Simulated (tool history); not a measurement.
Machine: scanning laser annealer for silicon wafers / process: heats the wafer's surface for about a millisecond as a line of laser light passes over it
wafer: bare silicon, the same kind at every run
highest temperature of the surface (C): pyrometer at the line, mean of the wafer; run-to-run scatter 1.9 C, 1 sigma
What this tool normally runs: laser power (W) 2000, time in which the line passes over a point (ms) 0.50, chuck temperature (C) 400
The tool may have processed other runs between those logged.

| run | hour | laser power (W) | time in which the line passes over a point (ms) | chuck temperature (C) | highest temperature of the surface (C) |
|---|---|---|---|---|---|
| 1 | 0.0 | 2000 | 0.50 | 400 | 1211 |
| 2 | 10.4 | 2000 | 0.50 | 400 | 1210 |
| 3 | 21.4 | 2000 | 0.50 | 376 | 1191 |
| 4 | 31.4 | 2000 | 0.50 | 376 | 1193 |
| 5 | 42.4 | 2000 | 0.50 | 376 | 1189 |
| 6 | 48.6 | 2000 | 0.50 | 376 | 1188 |
| 7 | 59.4 | 2000 | 0.50 | 374 | 1184 |
| 8 | 68.5 | 1780 | 0.50 | 400 | 1093 |
| 9 | 78.0 | 1769 | 0.50 | 400 | 1093 |
| 10 | 86.9 | 1912 | 0.51 | 400 | 1173 |

Run 11, settings as shown, results not yet in. Your forecast:
| 11 | 94.7 | 1912 | 0.51 | 400 | ? |

highest temperature of the surface (C): 1171
Were there no unlogged condition in the tool, this run, its random variation unchanged, would have produced highest temperature of the surface (C) 1189.

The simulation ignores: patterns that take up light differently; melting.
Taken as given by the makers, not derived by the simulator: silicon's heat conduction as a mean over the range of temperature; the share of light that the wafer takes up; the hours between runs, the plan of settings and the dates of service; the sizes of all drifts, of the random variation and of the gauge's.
